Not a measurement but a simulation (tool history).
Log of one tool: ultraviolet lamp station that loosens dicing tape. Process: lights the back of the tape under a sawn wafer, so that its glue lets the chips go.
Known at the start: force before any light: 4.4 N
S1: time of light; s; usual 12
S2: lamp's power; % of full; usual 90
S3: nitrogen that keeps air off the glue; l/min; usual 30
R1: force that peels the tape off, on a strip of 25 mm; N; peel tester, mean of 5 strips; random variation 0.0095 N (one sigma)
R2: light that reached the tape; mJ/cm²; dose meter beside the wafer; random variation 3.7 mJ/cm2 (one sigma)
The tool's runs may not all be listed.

Run 1, hour 0.0: usual settings. Result: R1 0.445 N, R2 588 mJ/cm².
Run 2, hour 13.7: usual settings. Result: R1 0.442 N, R2 585 mJ/cm².
Run 3, hour 24.0: usual settings. Result: R1 0.459 N, R2 584 mJ/cm².
Run 4, hour 34.4: usual settings. Result: R1 0.461 N, R2 580 mJ/cm².
Run 5, hour 41.9: usual settings but S3 19 l/min. Result: R1 0.593 N, R2 573 mJ/cm².
Run 6, hour 54.0: usual settings but S3 15 l/min. Result: R1 0.678 N, R2 571 mJ/cm².
Run 7, hour 64.2: usual settings. Result: R1 0.462 N, R2 569 mJ/cm².
Run 8, hour 78.2: usual settings. Result: R1 0.442 N, R2 571 mJ/cm².
Run 9, hour 89.2: usual settings. Result: R1 0.468 N, R2 564 mJ/cm².
Run 10, hour 103.3: usual settings. Result: R1 0.469 N, R2 555 mJ/cm².
Run 11, hour 114.6: usual settings. Result: R1 0.498 N, R2 556 mJ/cm².
Run 12, hour 122.2: usual settings. Result: R1 0.481 N, R2 554 mJ/cm².
Run 13, hour 133.7: usual settings. Result: R1 0.475 N, R2 549 mJ/cm².
Run 14, hour 147.0: usual settings. Result: R1 0.484 N, R2 556 mJ/cm².
Run 15, hour 159.3: usual settings. Result: R1 0.470 N, R2 540 mJ/cm².
Run 16, hour 169.7: usual settings. Result: R1 0.494 N, R2 541 mJ/cm².
Run 17, hour 182.9: usual settings but S3 31 l/min. Result: R1 0.485 N, R2 541 mJ/cm².
Run 18, hour 190.8: usual settings but S3 31 l/min. Result: R1 0.507 N, R2 545 mJ/cm².
Run 19, hour 201.5: usual settings but S1 7 s, S2 81 % of full. Result: R1 1.192 N, R2 282 mJ/cm².
Run 20, hour 211.7: usual settings but S1 7 s, S2 81 % of full. Result: R1 1.202 N, R2 281 mJ/cm².
Run 21, hour 221.6: usual settings but S1 7 s, S2 81 % of full. Result: R1 1.213 N, R2 277 mJ/cm².
Run 22, hour 228.9: usual settings but S1 7 s, S2 81 % of full. Result: R1 1.208 N, R2 278 mJ/cm².
Run 23, hour 239.0: usual settings but S1 7 s, S2 81 % of full. Result: R1 1.261 N, R2 280 mJ/cm².
Run 24, hour 250.2: usual settings but S1 7 s, S2 81 % of full. Result: R1 1.262 N, R2 276 mJ/cm².
Run 25, hour 258.7: usual settings but S2 96 % of full. Result: R1 0.462 N, R2 555 mJ/cm².
Run 26, hour 269.7: usual settings but S3 31 l/min. Result: R1 0.513 N, R2 523 mJ/cm².
Run 27, hour 275.6: usual settings but S3 40 l/min. Result: R1 0.458 N, R2 511 mJ/cm².
Run 28, hour 284.5: usual settings but S1 9 s, S2 83 % of full. Result: R1 0.918 N, R2 356 mJ/cm².
Run 29, hour 290.3: usual settings but S2 79 % of full, S3 20 l/min. Result: R1 0.785 N, R2 453 mJ/cm².
Run 30, hour 297.2: usual settings but S1 17 s, S2 80 % of full. Result: R1 0.386 N, R2 644 mJ/cm².
Run 31, hour 310.6: usual settings but S1 9 s, S2 94 % of full, S3 29 l/min. Result: R1 0.811 N, R2 399 mJ/cm².

Some steps in R1 between neighbouring runs. How much of each would the tool show without its hidden state too (settings, what came in, random variation), and how much is left for the hidden state, with any gauge scatter that isn't in both results?
The hidden state here: lamp's light, % of a new lamp's; light that the window lets through, % of a clean one's; drift of the gauge itself on peel_n, %; drift of the gauge itself on dose_mj_cm2, %.
Run 18 -> 19: S1 12 -> 7, S2 90 -> 81, S3 31 -> 30. R1 +0.685 N: hidden state +0.109, all else +0.576.
Run 24 -> 25: S1 7 -> 12, S2 81 -> 96. R1 -0.800 N: hidden state -0.143, all else -0.657.
Run 27 -> 28: S1 12 -> 9, S2 90 -> 83, S3 40 -> 30. R1 +0.460 N: hidden state +0.115, all else +0.345.
Run 30 -> 31: S1 17 -> 9, S2 80 -> 94, S3 30 -> 29. R1 +0.425 N: hidden state +0.128, all else +0.297.
